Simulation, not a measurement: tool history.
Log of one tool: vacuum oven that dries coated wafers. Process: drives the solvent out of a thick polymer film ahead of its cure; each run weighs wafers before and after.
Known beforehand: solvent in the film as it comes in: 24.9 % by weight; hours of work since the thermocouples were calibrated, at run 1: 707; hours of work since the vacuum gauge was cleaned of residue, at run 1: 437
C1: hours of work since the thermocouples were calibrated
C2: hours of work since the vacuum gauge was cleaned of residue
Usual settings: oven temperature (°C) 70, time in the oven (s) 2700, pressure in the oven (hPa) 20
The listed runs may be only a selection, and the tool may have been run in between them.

Run 1, day 0: usual settings; C1 707; C2 437. Result: solvent left in the film (%) 5.98.
Run 2, day 1.279: usual settings but pressure in the oven (hPa) 57.4; C1 720; C2 450. Result: solvent left in the film (%) 8.37.
Run 3, day 2.371: usual settings but pressure in the oven (hPa) 57.4; C1 731; C2 461. Result: solvent left in the film (%) 8.56.
Run 4, day 3.308: usual settings but pressure in the oven (hPa) 57.4; C1 740; C2 470. Result: solvent left in the film (%) 8.28.
Run 5, day 4.683: usual settings but time in the oven (s) 2340; C1 754; C2 484. Result: solvent left in the film (%) 6.94.
Run 6, day 6.046: usual settings but time in the oven (s) 3840; C1 767; C2 498. Result: solvent left in the film (%) 4.1.
Run 7, day 7.417: usual settings but time in the oven (s) 3840; C1 781; C2 512. Result: solvent left in the film (%) 4.01.
Run 8, day 8.183: usual settings; C1 789; C2 519. Result: solvent left in the film (%) 6.21.
Run 9, day 9.521: usual settings; C1 802; C2 533. Result: solvent left in the film (%) 6.13.
Run 10, day 10.583: usual settings; C1 813; C2 543. Result: solvent left in the film (%) 6.22.
Run 11, day 11.6: usual settings; C1 823; C2 553. Result: solvent left in the film (%) 6.28.
Run 12, day 12.779: usual settings; C1 835; C2 565. Result: solvent left in the film (%) 6.09.
Run 13, day 13.862: usual settings but oven temperature (°C) 62; C1 846; C2 576. Result: solvent left in the film (%) 10.45.
Run 14, day 15.129: usual settings but time in the oven (s) 4320; C1 858; C2 589. Result: solvent left in the film (%) 3.53.
Run 15, day 16.629: usual settings but time in the oven (s) 4320; C1 873; C2 604. Result: solvent left in the film (%) 3.58.
Run 16, day 17.358: usual settings but time in the oven (s) 4320; C1 881; C2 611. Result: solvent left in the film (%) 3.69.
Run 17, day 18.329: usual settings but time in the oven (s) 4320; C1 890; C2 621. Result: solvent left in the film (%) 3.53.
Run 18, day 18.992: usual settings but time in the oven (s) 4320; C1 897; C2 627. Result: solvent left in the film (%) 3.6.
Run 19, day 19.875: usual settings but oven temperature (°C) 68; C1 906; C2 636. Result: solvent left in the film (%) 7.33.
Run 20, day 21.271: usual settings but oven temperature (°C) 68; C1 920; C2 650. Result: solvent left in the film (%) 7.34.
Run 21, day 21.988: usual settings but pressure in the oven (hPa) 63.1; C1 927; C2 657. Result: solvent left in the film (%) 8.94.
Run 22, day 23.15: usual settings but pressure in the oven (hPa) 63.1; C1 939; C2 669. Result: solvent left in the film (%) 8.98.
Run 23, day 24.488: usual settings; C1 952; C2 682. Result: solvent left in the film (%) 6.21.
Run 24, day 25.729: usual settings but time in the oven (s) 3900, pressure in the oven (hPa) 23; C1 964; C2 695. Result: solvent left in the film (%) 4.4.
Run 25, day 26.396: usual settings but time in the oven (s) 3900, pressure in the oven (hPa) 23; C1 971; C2 702. Result: solvent left in the film (%) 4.44.
Run 26, day 27.7: usual settings but oven temperature (°C) 73; C1 984; C2 715. Result: solvent left in the film (%) 4.78.
Run 27, day 28.475: usual settings but oven temperature (°C) 73, time in the oven (s) 1860, pressure in the oven (hPa) 17.3; C1 992; C2 722. Result: solvent left in the film (%) 7.03.
Run 28, day 29.862: usual settings but oven temperature (°C) 76, time in the oven (s) 2040, pressure in the oven (hPa) 16.4; C1 1006; C2 736. Result: solvent left in the film (%) 4.86.
Run 29, day 31.008: usual settings but oven temperature (°C) 76, time in the oven (s) 2040, pressure in the oven (hPa) 16.4; C1 1017; C2 748. Result: solvent left in the film (%) 5.03.
Run 30, day 31.9: usual settings but oven temperature (°C) 76, time in the oven (s) 2040, pressure in the oven (hPa) 16.4; C1 1026; C2 757. Result: solvent left in the film (%) 4.87.
Run 31, day 33.125: usual settings but oven temperature (°C) 58, time in the oven (s) 3240, pressure in the oven (hPa) 16.4; C1 1038; C2 769. Result: solvent left in the film (%) 11.73.
Run 32, day 34.075: usual settings but oven temperature (°C) 58, time in the oven (s) 3240, pressure in the oven (hPa) 16.4; C1 1048; C2 778. Result: solvent left in the film (%) 11.61.
Run 33, day 35.638: usual settings but time in the oven (s) 4080; C1 1064; C2 794. Result: solvent left in the film (%) 3.96.
Run 34, day 36.846: usual settings but time in the oven (s) 2040, pressure in the oven (hPa) 17.4; C1 1076; C2 806. Result: solvent left in the film (%) 8.18.
Run 35, day 38.046: usual settings but time in the oven (s) 2040, pressure in the oven (hPa) 30.5; C1 1088; C2 818. Result: solvent left in the film (%) 8.9.
Run 36, day 39.154: usual settings but time in the oven (s) 1560, pressure in the oven (hPa) 18.4; C1 1099; C2 829. Result: solvent left in the film (%) 9.9.
Run 37, day 40.5: usual settings but time in the oven (s) 3780; C1 1112; C2 843. Result: solvent left in the film (%) 4.33.
Run 38, day 41.275: usual settings but time in the oven (s) 1560, pressure in the oven (hPa) 46.4; C1 1120; C2 851. Result: solvent left in the film (%) 11.54.
Run 39, day 42.004: usual settings but time in the oven (s) 1560, pressure in the oven (hPa) 46.4; C1 1127; C2 858. Result: solvent left in the film (%) 11.35.
Run 40, day 42.821: usual settings but oven temperature (°C) 61, time in the oven (s) 1500, pressure in the oven (hPa) 63.2; C1 1136; C2 866. Result: solvent left in the film (%) 17.12.
Run 41, day 44.317: usual settings but oven temperature (°C) 73, time in the oven (s) 3000, pressure in the oven (hPa) 59.4; C1 1151; C2 881. Result: solvent left in the film (%) 6.82.
Run 42, day 45.471: usual settings but oven temperature (°C) 73, time in the oven (s) 3000, pressure in the oven (hPa) 59.4; C1 1162; C2 893. Result: solvent left in the film (%) 6.86.
Run 43, day 46.967: usual settings but oven temperature (°C) 57, time in the oven (s) 3000, pressure in the oven (hPa) 57.8; C1 1177; C2 908. Result: solvent left in the film (%) 15.91.
Run 44, day 47.871: usual settings but time in the oven (s) 3480; C1 1186; C2 917. Result: solvent left in the film (%) 4.79.
Run 45, day 48.8: usual settings but time in the oven (s) 3480; C1 1195; C2 926. Result: solvent left in the film (%) 4.8.
Run 46, day 49.871: usual settings but time in the oven (s) 3480; C1 1206; C2 937. Result: solvent left in the film (%) 4.89.

Pick out some run-to-run changes in solvent left in the film (%). Of each, how much would a tool without hidden state show as well, from the settings, what came in and chance, and how much is left for the hidden state and any gauge scatter not in both results compared?
Hidden state present: true wafer temperature over the reading, C; true pressure over the reading, kPa; drift of the gauge itself on solvent_pct, %.
Run 13 -> 14: oven temperature (°C) 62 -> 70, time in the oven (s) 2700 -> 4320. solvent left in the film (%) -6.92: hidden state -0.23, all else -6.69.
Run 18 -> 19: oven temperature (°C) 70 -> 68, time in the oven (s) 4320 -> 2700. solvent left in the film (%) +3.73: hidden state +0.23, all else +3.5.
Run 32 -> 33: oven temperature (°C) 58 -> 70, time in the oven (s) 3240 -> 4080, pressure in the oven (hPa) 16.4 -> 20. solvent left in the film (%) -7.65: hidden state -0.26, all else -7.39.
Run 40 -> 41: oven temperature (°C) 61 -> 73, time in the oven (s) 1500 -> 3000, pressure in the oven (hPa) 63.2 -> 59.4. solvent left in the film (%) -10.3: hidden state +0.03, all else -10.33.
Run 42 -> 43: oven temperature (°C) 73 -> 57, pressure in the oven (hPa) 59.4 -> 57.8. solvent left in the film (%) +9.05: hidden state +0.17, all else +8.88.
Run 43 -> 44: oven temperature (°C) 57 -> 70, time in the oven (s) 3000 -> 3480, pressure in the oven (hPa) 57.8 -> 20. solvent left in the film (%) -11.12: hidden state -0.23, all else -10.89.
